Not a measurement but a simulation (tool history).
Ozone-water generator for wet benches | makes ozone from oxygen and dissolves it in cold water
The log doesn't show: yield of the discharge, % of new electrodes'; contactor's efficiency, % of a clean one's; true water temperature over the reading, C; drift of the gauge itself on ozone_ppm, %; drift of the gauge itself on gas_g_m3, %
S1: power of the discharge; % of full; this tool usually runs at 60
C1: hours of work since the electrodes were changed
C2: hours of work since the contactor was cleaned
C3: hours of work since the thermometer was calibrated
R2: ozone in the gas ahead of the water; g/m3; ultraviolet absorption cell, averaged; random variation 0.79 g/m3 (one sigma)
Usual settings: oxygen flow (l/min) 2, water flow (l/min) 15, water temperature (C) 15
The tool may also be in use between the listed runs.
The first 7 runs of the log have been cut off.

run 8 hour=301.1 | S1=60 oxygen_flow_(l/min)=2 water_flow_(l/min)=15 water_temperature_(C)=15 | C1=1075 C2=57 C3=1200 | dissolved_ozone_(ppm)=7.97 R2=124.1
run 9 hour=332.1 | S1=60 oxygen_flow_(l/min)=2 water_flow_(l/min)=15 water_temperature_(C)=15 | C1=1102 C2=84 C3=1228 | dissolved_ozone_(ppm)=7.89 R2=125.3
run 10 hour=363.8 | S1=60 oxygen_flow_(l/min)=2 water_flow_(l/min)=15 water_temperature_(C)=11 | C1=1130 C2=112 C3=1255 | dissolved_ozone_(ppm)=8.28 R2=125.1
run 11 hour=400.5 | S1=60 oxygen_flow_(l/min)=2 water_flow_(l/min)=15 water_temperature_(C)=15 | C1=1162 C2=144 C3=1287 | dissolved_ozone_(ppm)=8.05 R2=123.8
run 12 hour=442.2 | S1=60 oxygen_flow_(l/min)=2 water_flow_(l/min)=15 water_temperature_(C)=15 | C1=1199 C2=181 C3=1324 | dissolved_ozone_(ppm)=7.95 R2=124.7
run 13 hour=497.3 | S1=60 oxygen_flow_(l/min)=2.81 water_flow_(l/min)=15 water_temperature_(C)=15 | C1=1247 C2=229 C3=1372 | dissolved_ozone_(ppm)=8.68 R2=108
run 14 hour=549.9 | S1=60 oxygen_flow_(l/min)=2 water_flow_(l/min)=15 water_temperature_(C)=15 | C1=1293 C2=275 C3=1418 | dissolved_ozone_(ppm)=7.99 R2=125.3
run 15 hour=581.2 | S1=60 oxygen_flow_(l/min)=2 water_flow_(l/min)=15 water_temperature_(C)=15 | C1=1320 C2=302 C3=1446 | dissolved_ozone_(ppm)=7.95 R2=124.7
run 16 hour=633 | S1=60 oxygen_flow_(l/min)=2 water_flow_(l/min)=15 water_temperature_(C)=15 | C1=1366 C2=347 C3=1491 | dissolved_ozone_(ppm)=7.98 R2=125.8
run 17 hour=657.3 | S1=60 oxygen_flow_(l/min)=2.7 water_flow_(l/min)=15 water_temperature_(C)=12 | C1=1387 C2=369 C3=1512 | dissolved_ozone_(ppm)=8.87 R2=108.6
run 18 hour=682.2 | S1=58 oxygen_flow_(l/min)=2.7 water_flow_(l/min)=9 water_temperature_(C)=12 | C1=1409 C2=391 C3=1534 | dissolved_ozone_(ppm)=13.96 R2=105.3
run 19 hour=734.8 | S1=58 oxygen_flow_(l/min)=2.7 water_flow_(l/min)=9 water_temperature_(C)=12 | C1=1455 C2=437 C3=1580 | dissolved_ozone_(ppm)=13.9 R2=105.1
run 20 hour=776.5 | S1=60 oxygen_flow_(l/min)=1.75 water_flow_(l/min)=15 water_temperature_(C)=15 | C1=1491 C2=473 C3=1616 | dissolved_ozone_(ppm)=7.66 R2=132.3
run 21 hour=802.1 | S1=81 oxygen_flow_(l/min)=1.75 water_flow_(l/min)=15 water_temperature_(C)=20 | C1=1514 C2=495 C3=1639 | dissolved_ozone_(ppm)=9.69 R2=174.8
run 22 hour=844.5 | S1=60 oxygen_flow_(l/min)=1.84 water_flow_(l/min)=22 water_temperature_(C)=15 | C1=1551 C2=533 C3=1676 | dissolved_ozone_(ppm)=4.97 R2=129
run 23 hour=897.9 | S1=60 oxygen_flow_(l/min)=1.84 water_flow_(l/min)=22 water_temperature_(C)=15 | C1=1597 C2=579 C3=1723 | dissolved_ozone_(ppm)=4.92 R2=129.1
run 24 hour=947.9 | S1=51 oxygen_flow_(l/min)=2 water_flow_(l/min)=18 water_temperature_(C)=15 | C1=1641 C2=623 C3=1766 | dissolved_ozone_(ppm)=5.52 R2=107.5
run 25 hour=995 | S1=60 oxygen_flow_(l/min)=2 water_flow_(l/min)=15 water_temperature_(C)=21 | C1=1682 C2=664 C3=1808 | dissolved_ozone_(ppm)=7.44 R2=125.5
run 26 hour=1046 | S1=60 oxygen_flow_(l/min)=2.07 water_flow_(l/min)=16 water_temperature_(C)=8 | C1=1727 C2=709 C3=1852 | dissolved_ozone_(ppm)=7.82 R2=123.2
run 27 hour=1078.7 | S1=60 oxygen_flow_(l/min)=2.07 water_flow_(l/min)=16 water_temperature_(C)=8 | C1=1756 C2=737 C3=1881 | dissolved_ozone_(ppm)=7.78 R2=123.8
run 28 hour=1134.7 | S1=60 oxygen_flow_(l/min)=2.87 water_flow_(l/min)=15 water_temperature_(C)=12 | C1=1805 C2=786 C3=1930 | dissolved_ozone_(ppm)=8.86 R2=106.1
run 29 hour=1176.8 | S1=60 oxygen_flow_(l/min)=2.87 water_flow_(l/min)=15 water_temperature_(C)=12 | C1=1842 C2=823 C3=1967 | dissolved_ozone_(ppm)=8.89 R2=105.3
run 30 hour=1203.4 | S1=60 oxygen_flow_(l/min)=2.87 water_flow_(l/min)=14 water_temperature_(C)=7 | C1=1865 C2=847 C3=1990 | dissolved_ozone_(ppm)=10.11 R2=106.8
run 31 hour=1256 | S1=60 oxygen_flow_(l/min)=2 water_flow_(l/min)=10 water_temperature_(C)=22 | C1=1911 C2=893 C3=2036 | dissolved_ozone_(ppm)=11.08 R2=125.7
run 32 hour=1290 | S1=41 oxygen_flow_(l/min)=2.63 water_flow_(l/min)=10 water_temperature_(C)=16 | C1=1941 C2=922 C3=2066 | dissolved_ozone_(ppm)=8.67 R2=77.8

Here are 4 independent what-if runs from the current tool condition. What would each one return?
run A hour=1346.6 | S1=41 oxygen_flow_(l/min)=2.92 water_flow_(l/min)=10 water_temperature_(C)=9 | C1=1990 C2=972 C3=2115 | dissolved_ozone_(ppm)=? R2=?
run B hour=1346.6 | S1=92 oxygen_flow_(l/min)=1.59 water_flow_(l/min)=10 water_temperature_(C)=9 | C1=1990 C2=972 C3=2115 | dissolved_ozone_(ppm)=? R2=?
run C hour=1346.6 | S1=60 oxygen_flow_(l/min)=3 water_flow_(l/min)=15 water_temperature_(C)=15 | C1=1990 C2=972 C3=2115 | dissolved_ozone_(ppm)=? R2=?
run D hour=1346.6 | S1=45 oxygen_flow_(l/min)=2 water_flow_(l/min)=15 water_temperature_(C)=17 | C1=1990 C2=972 C3=2115 | dissolved_ozone_(ppm)=? R2=?

run=A dissolved_ozone_(ppm)=9.69 R2=74.2
run=B dissolved_ozone_(ppm)=18.04 R2=205.1
run=C dissolved_ozone_(ppm)=8.68 R2=103.6
run=D dissolved_ozone_(ppm)=5.97 R2=96.2
The same runs, with their run-to-run variation unchanged, on a tool lacking any hidden condition would have given:
run=A dissolved_ozone_(ppm)=9.69 R2=74.2
run=B dissolved_ozone_(ppm)=18.06 R2=205.3
run=C dissolved_ozone_(ppm)=8.69 R2=103.7
run=D dissolved_ozone_(ppm)=5.97 R2=96.3
